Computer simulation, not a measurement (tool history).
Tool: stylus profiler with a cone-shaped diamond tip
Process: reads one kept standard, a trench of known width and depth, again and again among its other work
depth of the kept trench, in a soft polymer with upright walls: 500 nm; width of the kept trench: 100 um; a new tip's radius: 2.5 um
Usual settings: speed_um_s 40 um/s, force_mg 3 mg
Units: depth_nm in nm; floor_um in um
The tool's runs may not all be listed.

run,hour,speed_um_s,force_mg,depth_nm,floor_um
1,0,40,3,503.22,96.83
2,38.7,40,3,503.35,96.85
3,78.8,40,3,503.17,96.88
4,110.7,40,3,503.17,96.83
5,128.6,40,3,503.18,96.87
6,157.1,40,8.9,506.69,96.93
7,188.3,40,8.9,506.19,96.91
8,206,40,8.99,506.67,96.87
9,231.1,40,3.69,503.71,96.85
10,260.6,40,3.69,503.52,96.85
11,293,40,3,503.02,96.84
12,318,40,3,503.14,96.87
13,349.8,40,3,503.23,96.91
14,383.2,81,3.03,503.32,96.76
15,416.8,32,3,503.04,96.88
16,458.8,39,3.58,503.42,96.91
17,477,39,3.58,503.57,96.84
18,515.4,39,2.92,503.16,96.82
19,548,39,1.96,502.11,96.78
20,574.3,43,3.36,503.56,96.92
21,600.8,34,3.96,503.71,96.86
22,632.3,10,1.3,501.77,96.95
23,653.5,10,1.3,501.82,96.95
24,678.5,10,5.13,504.52,96.95
25,702.6,138,8.42,506.26,96.78
26,731.2,138,8.42,506.34,96.75

3 ways to go on from here, each from the tool as it stands after run 26. What would each give?
A,762.9,18,2.73,?,?
B,762.9,62,5.14,?,?
C,762.9,138,1.65,?,?

run,depth_nm,floor_um
A,503.18,96.91
B,504.39,96.88
C,502.13,96.39
Without the tool's hidden state the same runs would have given:
run,depth_nm,floor_um
A,503.19,96.92
B,504.39,96.89
C,502.13,96.4
